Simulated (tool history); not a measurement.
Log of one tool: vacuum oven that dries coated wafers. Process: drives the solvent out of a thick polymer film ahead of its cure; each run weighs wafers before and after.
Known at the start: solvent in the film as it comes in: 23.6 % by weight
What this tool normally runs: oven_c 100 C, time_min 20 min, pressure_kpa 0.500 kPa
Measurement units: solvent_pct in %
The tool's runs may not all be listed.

Run 1, hour 0.0: usual settings. Result: solvent_pct 1.36 %.
Run 2, hour 27.5: usual settings. Result: solvent_pct 1.31 %.
Run 3, hour 59.7: usual settings. Result: solvent_pct 1.27 %.
Run 4, hour 93.1: usual settings but oven_c 102 C. Result: solvent_pct 0.99 %.
Run 5, hour 110.4: usual settings but pressure_kpa 1.968 kPa. Result: solvent_pct 2.18 %.
Run 6, hour 144.9: usual settings. Result: solvent_pct 1.34 %.
Run 7, hour 174.0: usual settings. Result: solvent_pct 1.29 %.
Run 8, hour 204.7: usual settings. Result: solvent_pct 1.31 %.
Run 9, hour 235.4: usual settings. Result: solvent_pct 1.27 %.
Run 10, hour 265.6: usual settings. Result: solvent_pct 1.33 %.
Run 11, hour 294.9: usual settings. Result: solvent_pct 1.42 %.
Run 12, hour 318.4: usual settings. Result: solvent_pct 1.37 %.
Run 13, hour 339.7: usual settings. Result: solvent_pct 1.45 %.
Run 14, hour 360.4: usual settings. Result: solvent_pct 1.37 %.
Run 15, hour 392.6: usual settings but time_min 13 min. Result: solvent_pct 3.17 %.
Run 16, hour 413.1: usual settings but time_min 24 min. Result: solvent_pct 0.82 %.
Run 17, hour 442.0: usual settings but time_min 24 min. Result: solvent_pct 0.91 %.
Run 18, hour 470.8: usual settings but time_min 24 min. Result: solvent_pct 0.89 %.
Run 19, hour 493.7: usual settings but time_min 24 min, pressure_kpa 0.905 kPa. Result: solvent_pct 1.02 %.
Run 20, hour 528.3: usual settings. Result: solvent_pct 1.43 %.
Run 21, hour 559.2: usual settings. Result: solvent_pct 1.36 %.
Run 22, hour 581.3: usual settings but pressure_kpa 0.596 kPa. Result: solvent_pct 1.49 %.
Run 23, hour 617.9: usual settings but pressure_kpa 0.596 kPa. Result: solvent_pct 1.31 %.
Run 24, hour 651.1: usual settings but oven_c 103 C, time_min 11 min, pressure_kpa 0.716 kPa. Result: solvent_pct 3.51 %.
Run 25, hour 686.9: usual settings but oven_c 96 C, time_min 11 min, pressure_kpa 0.400 kPa. Result: solvent_pct 5.05 %.
Run 26, hour 712.4: usual settings but oven_c 96 C, time_min 11 min, pressure_kpa 0.400 kPa. Result: solvent_pct 5.16 %.
Run 27, hour 737.8: usual settings but oven_c 96 C, time_min 11 min, pressure_kpa 0.400 kPa. Result: solvent_pct 5.16 %.
Run 28, hour 768.3: usual settings but oven_c 96 C, time_min 11 min, pressure_kpa 0.400 kPa. Result: solvent_pct 5.11 %.
Run 29, hour 788.9: usual settings but oven_c 107 C, time_min 34 min, pressure_kpa 0.400 kPa. Result: solvent_pct 0.20 %.
Run 30, hour 818.2: usual settings but oven_c 107 C, time_min 33 min, pressure_kpa 1.721 kPa. Result: solvent_pct 0.79 %.
Run 31, hour 851.4: usual settings but oven_c 107 C, time_min 33 min, pressure_kpa 1.721 kPa. Result: solvent_pct 0.75 %.
Run 32, hour 878.3: usual settings but oven_c 107 C, time_min 33 min, pressure_kpa 1.721 kPa. Result: solvent_pct 0.82 %.
Run 33, hour 908.0: usual settings but oven_c 107 C, time_min 33 min, pressure_kpa 1.721 kPa. Result: solvent_pct 0.78 %.
Run 34, hour 933.1: usual settings but oven_c 107 C, time_min 33 min, pressure_kpa 1.721 kPa. Result: solvent_pct 0.81 %.

Estimate the outcome of run 35 from the log above:
Run 35, hour 950.3: usual settings but time_min 12 min, pressure_kpa 1.342 kPa. Result: solvent_pct ?.

solvent_pct: 4.10 %
The same run, on a tool lacking any hidden state, would have yielded solvent_pct 4.09 %.
